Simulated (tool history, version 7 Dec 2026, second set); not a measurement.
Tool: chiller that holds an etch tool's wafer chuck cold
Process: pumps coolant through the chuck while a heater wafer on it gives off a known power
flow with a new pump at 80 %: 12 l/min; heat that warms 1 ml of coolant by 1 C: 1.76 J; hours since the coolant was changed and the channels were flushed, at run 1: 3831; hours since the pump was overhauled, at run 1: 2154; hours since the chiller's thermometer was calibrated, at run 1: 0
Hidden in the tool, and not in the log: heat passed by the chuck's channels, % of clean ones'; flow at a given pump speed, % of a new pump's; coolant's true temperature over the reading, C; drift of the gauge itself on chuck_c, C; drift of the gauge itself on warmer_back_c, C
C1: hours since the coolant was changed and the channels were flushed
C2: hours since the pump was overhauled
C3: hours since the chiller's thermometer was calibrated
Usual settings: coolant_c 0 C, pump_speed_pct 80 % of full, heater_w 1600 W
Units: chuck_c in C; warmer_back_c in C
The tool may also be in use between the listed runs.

Run 1, day 0: usual settings; C1 3831; C2 2154; C3 0. Result: chuck_c 11.3 C, warmer_back_c 4.74 C.
Run 2, day 1.358: usual settings but heater_w 1070 W; C1 3864; C2 2187; C3 33. Result: chuck_c 7.6 C, warmer_back_c 3.19 C.
Run 3, day 3.658: usual settings but heater_w 1045 W; C1 3919; C2 2242; C3 88. Result: chuck_c 7.3 C, warmer_back_c 3.12 C.
Run 4, day 5.938: usual settings but heater_w 1045 W; C1 3974; C2 2297; C3 143. Result: chuck_c 7.3 C, warmer_back_c 3.07 C.
Run 5, day 7.312: usual settings but heater_w 1565 W; C1 4007; C2 2330; C3 176. Result: chuck_c 11.1 C, warmer_back_c 4.68 C.
Run 6, day 8.475: usual settings but heater_w 1565 W; C1 4035; C2 2357; C3 203. Result: chuck_c 11 C, warmer_back_c 4.63 C.
Run 7, day 10.354: usual settings but heater_w 1565 W; C1 4080; C2 2403; C3 249. Result: chuck_c 10.9 C, warmer_back_c 4.64 C.
Run 8, day 11.467: usual settings but heater_w 1565 W; C1 4106; C2 2429; C3 275. Result: chuck_c 10.8 C, warmer_back_c 4.68 C.
Run 9, day 13.75: usual settings but coolant_c -9 C, heater_w 1565 W; C1 4161; C2 2484; C3 330. Result: chuck_c 2 C, warmer_back_c 4.69 C.
Run 10, day 15.804: usual settings but coolant_c -9 C, heater_w 1565 W; C1 4210; C2 2533; C3 379. Result: chuck_c 2.1 C, warmer_back_c 4.69 C.
Run 11, day 17.742: usual settings but coolant_c -9 C, heater_w 1565 W; C1 4257; C2 2580; C3 426. Result: chuck_c 2 C, warmer_back_c 4.69 C.
Run 12, day 19.238: usual settings but coolant_c -9 C, heater_w 1565 W; C1 4293; C2 2616; C3 462. Result: chuck_c 1.8 C, warmer_back_c 4.69 C.
Run 13, day 21.304: usual settings; C1 4343; C2 2665; C3 511. Result: chuck_c 11.1 C, warmer_back_c 4.81 C.
Run 14, day 23.083: usual settings; C1 4385; C2 2708; C3 554. Result: chuck_c 11 C, warmer_back_c 4.79 C.
Run 15, day 24.904: usual settings but heater_w 1672 W; C1 4429; C2 2752; C3 598. Result: chuck_c 11.8 C, warmer_back_c 4.98 C.
Run 16, day 27.3: usual settings but heater_w 1672 W; C1 4486; C2 2809; C3 655. Result: chuck_c 11.7 C, warmer_back_c 4.99 C.
Run 17, day 28.404: usual settings but coolant_c -8 C, pump_speed_pct 69 % of full, heater_w 909 W; C1 4513; C2 2836; C3 682. Result: chuck_c -1.1 C, warmer_back_c 3.1 C.
Run 18, day 29.471: usual settings but coolant_c -8 C, pump_speed_pct 79 % of full, heater_w 909 W; C1 4538; C2 2861; C3 707. Result: chuck_c -1.6 C, warmer_back_c 2.75 C.
Run 19, day 30.704: usual settings but coolant_c -8 C, pump_speed_pct 79 % of full, heater_w 909 W; C1 4568; C2 2891; C3 737. Result: chuck_c -1.6 C, warmer_back_c 2.79 C.
Run 20, day 31.996: usual settings but coolant_c -8 C, pump_speed_pct 79 % of full, heater_w 909 W; C1 4599; C2 2922; C3 768. Result: chuck_c -1.5 C, warmer_back_c 2.79 C.
Run 21, day 33.933: usual settings but coolant_c -5 C, pump_speed_pct 73 % of full, heater_w 1584 W; C1 4646; C2 2968; C3 814. Result: chuck_c 6.8 C, warmer_back_c 5.22 C.
Run 22, day 36.042: usual settings but coolant_c 5 C, pump_speed_pct 82 % of full, heater_w 1093 W; C1 4696; C2 3019; C3 865. Result: chuck_c 12.6 C, warmer_back_c 3.2 C.
Run 23, day 37.846: usual settings but pump_speed_pct 68 % of full, heater_w 1378 W; C1 4740; C2 3062; C3 908. Result: chuck_c 10.7 C, warmer_back_c 4.81 C.
Run 24, day 39.979: usual settings but pump_speed_pct 65 % of full, heater_w 2320 W; C1 4791; C2 3114; C3 960. Result: chuck_c 18.7 C, warmer_back_c 8.55 C.
Run 25, day 42.204: usual settings but coolant_c 2 C, pump_speed_pct 69 % of full, heater_w 2320 W; C1 4844; C2 3167; C3 1013. Result: chuck_c 20 C, warmer_back_c 7.95 C.
Run 26, day 43.8: usual settings but coolant_c 2 C, pump_speed_pct 69 % of full, heater_w 2320 W; C1 4882; C2 3205; C3 1051. Result: chuck_c 20 C, warmer_back_c 8.07 C.
Run 27, day 45.35: usual settings but coolant_c 1 C, pump_speed_pct 90 % of full, heater_w 1423 W; C1 4920; C2 3242; C3 1088. Result: chuck_c 10.4 C, warmer_back_c 3.78 C.
Run 28, day 47.396: usual settings but coolant_c 1 C, pump_speed_pct 90 % of full, heater_w 1423 W; C1 4969; C2 3291; C3 1137. Result: chuck_c 10.3 C, warmer_back_c 3.89 C.
Run 29, day 49.092: usual settings but coolant_c 4 C, pump_speed_pct 86 % of full, heater_w 1088 W; C1 5009; C2 3332; C3 1178. Result: chuck_c 11.3 C, warmer_back_c 3.12 C.
Run 30, day 51.392: usual settings but coolant_c 4 C, pump_speed_pct 86 % of full, heater_w 1088 W; C1 5065; C2 3387; C3 1233. Result: chuck_c 11.2 C, warmer_back_c 3.06 C.
Run 31, day 53.6: usual settings but coolant_c -5 C, pump_speed_pct 86 % of full; C1 5118; C2 3440; C3 1286. Result: chuck_c 5.8 C, warmer_back_c 4.54 C.

Forecast each of these 5 alternatives for the next run:
Run A, day 54.833: usual settings but coolant_c -8 C, pump_speed_pct 82 % of full, heater_w 840 W; C1 5147; C2 3470; C3 1316. Result: chuck_c ?, warmer_back_c ?.
Run B, day 54.833: usual settings but coolant_c 2 C, pump_speed_pct 69 % of full, heater_w 847 W; C1 5147; C2 3470; C3 1316. Result: chuck_c ?, warmer_back_c ?.
Run C, day 54.833: usual settings but pump_speed_pct 62 % of full; C1 5147; C2 3470; C3 1316. Result: chuck_c ?, warmer_back_c ?.
Run D, day 54.833: usual settings but coolant_c 5 C, pump_speed_pct 72 % of full, heater_w 838 W; C1 5147; C2 3470; C3 1316. Result: chuck_c ?, warmer_back_c ?.
Run E, day 54.833: usual settings but coolant_c -10 C; C1 5147; C2 3470; C3 1316. Result: chuck_c ?, warmer_back_c ?.

run  chuck_c  warmer_back_c
  A     -2.2           2.48
  B      8.7           3.03
  C     13.4           6.14
  D     11.2           2.84
  E      1.4           4.82
Without the tool's hidden state the same runs would have given:
run  chuck_c  warmer_back_c
  A     -2.7           2.33
  B      8.1           2.85
  C       12           5.77
  D     10.6           2.67
  E      0.3           4.54
